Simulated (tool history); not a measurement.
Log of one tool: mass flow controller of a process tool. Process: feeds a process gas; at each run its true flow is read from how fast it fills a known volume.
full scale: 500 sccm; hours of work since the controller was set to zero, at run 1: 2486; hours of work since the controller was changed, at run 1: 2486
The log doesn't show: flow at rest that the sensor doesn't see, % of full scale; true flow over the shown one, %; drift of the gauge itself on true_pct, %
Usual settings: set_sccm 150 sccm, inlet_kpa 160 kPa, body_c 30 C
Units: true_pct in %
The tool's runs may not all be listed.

run	day	set_sccm	inlet_kpa	body_c	hours of work since the controller was set to zero	hours of work since the controller was changed	true_pct
1	0.000	150	160	30	2486	2486	94.25
2	8.021	150	160	30	2551	2551	94.21
3	13.662	150	160	30	2597	2597	94.15
4	18.904	150	170	30	2640	2640	94.11
5	26.908	150	170	30	2705	2705	94.12
6	31.408	150	240	30	2741	2741	94.68
7	39.108	150	240	30	2804	2804	94.59
8	46.692	150	160	30	2865	2865	93.90
9	51.950	150	160	34	2908	2908	93.54
10	57.792	150	160	34	2956	2956	93.52
11	66.333	150	160	34	3025	3025	93.50
12	71.358	150	160	34	3066	3066	93.41
13	77.829	150	160	30	3118	3118	93.65
14	83.479	150	160	30	3164	3164	93.55
15	90.838	50	160	30	3224	3224	87.35
16	95.338	50	160	30	3261	3261	87.09
17	99.271	50	234	39	3293	3293	87.06
18	106.521	272	196	30	3352	3352	95.70
19	110.792	150	159	30	3386	3386	93.32
20	117.846	150	273	23	3444	3444	94.48
21	126.888	347	160	21	3517	3517	96.62
22	132.829	150	160	33	3565	3565	92.94
23	141.025	150	160	33	3632	3632	92.85
24	148.629	150	240	33	3694	3694	93.47
25	157.333	126	160	33	3765	3765	91.93
26	162.658	126	248	22	3808	3808	93.15
27	167.258	222	141	23	3845	3845	94.61
28	176.729	222	141	23	3922	3922	94.63
29	184.521	56	259	31	3985	3985	86.95
30	190.496	69	259	26	4034	4034	89.03
31	196.783	69	259	31	4085	4085	88.68

The same runs without the tool's hidden state, with the same run-to-run variation:
run	true_pct
1	97.12
2	97.15
3	97.14
4	97.15
5	97.23
6	97.83
7	97.81
8	97.18
9	96.87
10	96.90
11	96.95
12	96.90
13	97.20
14	97.15
15	96.66
16	96.49
17	96.56
18	98.20
19	97.17
20	98.38
21	98.87
22	96.98
23	96.96
24	97.65
25	96.81
26	98.06
27	97.87
28	97.95
29	97.20
30	97.66
31	97.41
